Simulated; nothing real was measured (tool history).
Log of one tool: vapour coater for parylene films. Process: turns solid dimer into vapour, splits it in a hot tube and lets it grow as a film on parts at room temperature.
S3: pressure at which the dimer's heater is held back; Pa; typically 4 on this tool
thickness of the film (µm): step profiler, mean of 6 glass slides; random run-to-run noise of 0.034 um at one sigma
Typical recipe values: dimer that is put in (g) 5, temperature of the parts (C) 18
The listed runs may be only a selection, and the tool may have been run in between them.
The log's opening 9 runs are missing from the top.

Run 10, hour 399.5: usual settings. Result: thickness of the film (µm) 3.24.
Run 11, hour 429.1: usual settings but dimer that is put in (g) 3. Result: thickness of the film (µm) 1.97.
Run 12, hour 465: usual settings but dimer that is put in (g) 3. Result: thickness of the film (µm) 1.91.
Run 13, hour 510.1: usual settings but dimer that is put in (g) 3. Result: thickness of the film (µm) 1.95.
Run 14, hour 564.5: usual settings but dimer that is put in (g) 3. Result: thickness of the film (µm) 1.9.
Run 15, hour 606.4: usual settings. Result: thickness of the film (µm) 3.14.
Run 16, hour 656.2: usual settings but S3 2.55 Pa. Result: thickness of the film (µm) 3.33.
Run 17, hour 685.6: usual settings but S3 2.55 Pa. Result: thickness of the film (µm) 3.33.
Run 18, hour 711.7: usual settings but dimer that is put in (g) 8, temperature of the parts (C) 13, S3 8.14 Pa. Result: thickness of the film (µm) 5.79.
Run 19, hour 769.3: usual settings but dimer that is put in (g) 3, temperature of the parts (C) 21, S3 2.6 Pa. Result: thickness of the film (µm) 1.7.
Run 20, hour 806.1: usual settings but dimer that is put in (g) 3, temperature of the parts (C) 21, S3 2.6 Pa. Result: thickness of the film (µm) 1.66.
Run 21, hour 868.8: usual settings but temperature of the parts (C) 14, S3 4.19 Pa. Result: thickness of the film (µm) 3.74.
Run 22, hour 918.6: usual settings but dimer that is put in (g) 4, S3 7.96 Pa. Result: thickness of the film (µm) 2.25.
Run 23, hour 954.1: usual settings but S3 5.22 Pa. Result: thickness of the film (µm) 2.95.
Run 24, hour 994.5: usual settings but temperature of the parts (C) 11, S3 8.64 Pa. Result: thickness of the film (µm) 3.82.
Run 25, hour 1022.7: usual settings but temperature of the parts (C) 11, S3 8.64 Pa. Result: thickness of the film (µm) 3.86.
Run 26, hour 1081.8: usual settings but temperature of the parts (C) 11, S3 8.64 Pa. Result: thickness of the film (µm) 3.89.
Run 27, hour 1134.8: usual settings but temperature of the parts (C) 11, S3 8.64 Pa. Result: thickness of the film (µm) 3.87.
Run 28, hour 1161.1: usual settings but temperature of the parts (C) 11, S3 8.64 Pa. Result: thickness of the film (µm) 3.88.
Run 29, hour 1210.2: usual settings but temperature of the parts (C) 11, S3 8.64 Pa. Result: thickness of the film (µm) 3.76.
Run 30, hour 1253.2: usual settings but temperature of the parts (C) 11, S3 8.64 Pa. Result: thickness of the film (µm) 3.8.
Run 31, hour 1289.1: usual settings but temperature of the parts (C) 17, S3 7.39 Pa. Result: thickness of the film (µm) 2.87.
Run 32, hour 1318: usual settings but temperature of the parts (C) 17, S3 7.39 Pa. Result: thickness of the film (µm) 2.86.
Run 33, hour 1348.7: usual settings but dimer that is put in (g) 2, temperature of the parts (C) 17, S3 2.77 Pa. Result: thickness of the film (µm) 1.26.
Run 34, hour 1376.4: usual settings but dimer that is put in (g) 2, temperature of the parts (C) 17, S3 2.77 Pa. Result: thickness of the film (µm) 1.3.

Here are 5 independent what-if runs from the current tool condition. What would each one return?
Run A, hour 1410.3: usual settings but dimer that is put in (g) 6, temperature of the parts (C) 23, S3 2.46 Pa. Result: thickness of the film (µm) ?.
Run B, hour 1410.3: usual settings but dimer that is put in (g) 3. Result: thickness of the film (µm) ?.
Run C, hour 1410.3: usual settings but dimer that is put in (g) 4, S3 7.15 Pa. Result: thickness of the film (µm) ?.
Run D, hour 1410.3: usual settings but dimer that is put in (g) 2, temperature of the parts (C) 23, S3 7.07 Pa. Result: thickness of the film (µm) ?.
Run E, hour 1410.3: usual settings but temperature of the parts (C) 26. Result: thickness of the film (µm) ?.

run  thickness of the film (µm)
  A                        2.96
  B                        1.72
  C                        2.24
  D                         0.9
  E                        1.99
Had the tool no hidden state, the same runs would have come out as:
run  thickness of the film (µm)
  A                        3.47
  B                        2.03
  C                        2.63
  D                        1.06
  E                        2.34

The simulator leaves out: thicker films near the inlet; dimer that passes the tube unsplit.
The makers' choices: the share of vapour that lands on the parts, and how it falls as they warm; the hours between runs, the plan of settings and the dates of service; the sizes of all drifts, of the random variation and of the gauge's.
